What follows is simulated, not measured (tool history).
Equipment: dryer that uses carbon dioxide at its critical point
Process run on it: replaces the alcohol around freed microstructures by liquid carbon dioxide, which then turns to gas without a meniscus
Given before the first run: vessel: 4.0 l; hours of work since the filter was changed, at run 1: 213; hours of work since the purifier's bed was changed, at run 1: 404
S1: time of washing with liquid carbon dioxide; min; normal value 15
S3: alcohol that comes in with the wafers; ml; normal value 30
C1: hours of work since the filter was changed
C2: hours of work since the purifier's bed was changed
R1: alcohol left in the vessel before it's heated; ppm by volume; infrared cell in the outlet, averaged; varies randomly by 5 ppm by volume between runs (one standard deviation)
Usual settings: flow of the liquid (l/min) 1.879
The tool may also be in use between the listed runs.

Run 1, day 0: usual settings; C1 213; C2 404. Result: R1 102 ppm by volume.
Run 2, day 0.438: usual settings; C1 222; C2 412. Result: R1 106 ppm by volume.
Run 3, day 0.962: usual settings; C1 232; C2 422. Result: R1 112 ppm by volume.
Run 4, day 1.458: usual settings; C1 241; C2 431. Result: R1 110 ppm by volume.
Run 5, day 1.746: usual settings; C1 247; C2 437. Result: R1 110 ppm by volume.
Run 6, day 2.112: usual settings; C1 254; C2 444. Result: R1 102 ppm by volume.
Run 7, day 2.662: usual settings; C1 264; C2 454. Result: R1 111 ppm by volume.
At day 2.838: inlet filter changed.
Run 8, day 3.275: usual settings; C1 8; C2 465. Result: R1 85 ppm by volume.
Run 9, day 3.575: usual settings; C1 14; C2 471. Result: R1 87 ppm by volume.
Run 10, day 3.875: usual settings but S3 44 ml; C1 20; C2 477. Result: R1 98 ppm by volume.
Run 11, day 4.438: usual settings but S1 11 min; C1 30; C2 487. Result: R1 177 ppm by volume.
Run 12, day 4.683: usual settings but S3 41 ml; C1 35; C2 492. Result: R1 102 ppm by volume.
Run 13, day 5.129: usual settings but S3 41 ml; C1 44; C2 501. Result: R1 106 ppm by volume.
Run 14, day 5.558: usual settings but flow of the liquid (l/min) 2.46; C1 52; C2 509. Result: R1 78 ppm by volume.
Run 15, day 6.029: usual settings but flow of the liquid (l/min) 2.46; C1 61; C2 518. Result: R1 76 ppm by volume.
Run 16, day 6.383: usual settings but flow of the liquid (l/min) 2.46; C1 68; C2 524. Result: R1 80 ppm by volume.
Run 17, day 6.783: usual settings but flow of the liquid (l/min) 2.52; C1 75; C2 532. Result: R1 78 ppm by volume.
Run 18, day 7.225: usual settings but flow of the liquid (l/min) 2.52; C1 84; C2 540. Result: R1 86 ppm by volume.
Run 19, day 7.562: usual settings but flow of the liquid (l/min) 2.52; C1 90; C2 547. Result: R1 77 ppm by volume.
Run 20, day 7.858: usual settings but flow of the liquid (l/min) 1.69; C1 96; C2 552. Result: R1 119 ppm by volume.
Run 21, day 8.396: usual settings but flow of the liquid (l/min) 1.69; C1 106; C2 563. Result: R1 119 ppm by volume.
Run 22, day 8.829: usual settings but flow of the liquid (l/min) 1.69; C1 114; C2 571. Result: R1 127 ppm by volume.
Run 23, day 9.308: usual settings but flow of the liquid (l/min) 1.52; C1 123; C2 580. Result: R1 155 ppm by volume.
Run 24, day 9.688: usual settings but flow of the liquid (l/min) 1.52; C1 130; C2 587. Result: R1 177 ppm by volume.
Run 25, day 10: usual settings but flow of the liquid (l/min) 1.52; C1 136; C2 593. Result: R1 167 ppm by volume.
Run 26, day 10.408: usual settings but S1 16 min, flow of the liquid (l/min) 1.27, S3 38 ml; C1 144; C2 601. Result: R1 257 ppm by volume.
Run 27, day 10.879: usual settings but S1 18 min, flow of the liquid (l/min) 2.38, S3 87 ml; C1 153; C2 610. Result: R1 97 ppm by volume.
Run 28, day 11.271: usual settings but S1 18 min, flow of the liquid (l/min) 2.38, S3 87 ml; C1 161; C2 617. Result: R1 94 ppm by volume.
Run 29, day 11.804: usual settings but S1 10 min, flow of the liquid (l/min) 1.44, S3 87 ml; C1 171; C2 628. Result: R1 1411 ppm by volume.
Run 30, day 12.321: usual settings but S1 18 min, flow of the liquid (l/min) 1.97, S3 63 ml; C1 181; C2 637. Result: R1 102 ppm by volume.
Run 31, day 12.617: usual settings but S1 9 min, flow of the liquid (l/min) 1.52, S3 37 ml; C1 186; C2 643. Result: R1 779 ppm by volume.

Estimate the outcome of run 32 from the log above:
Run 32, day 13.142: usual settings but flow of the liquid (l/min) 1.43; C1 196; C2 653. Result: R1 ?.

{"run 32": {"R1": 220}}
If the tool had no hidden condition, the same run with the same run-to-run variation would have returned R1 83 ppm by volume.
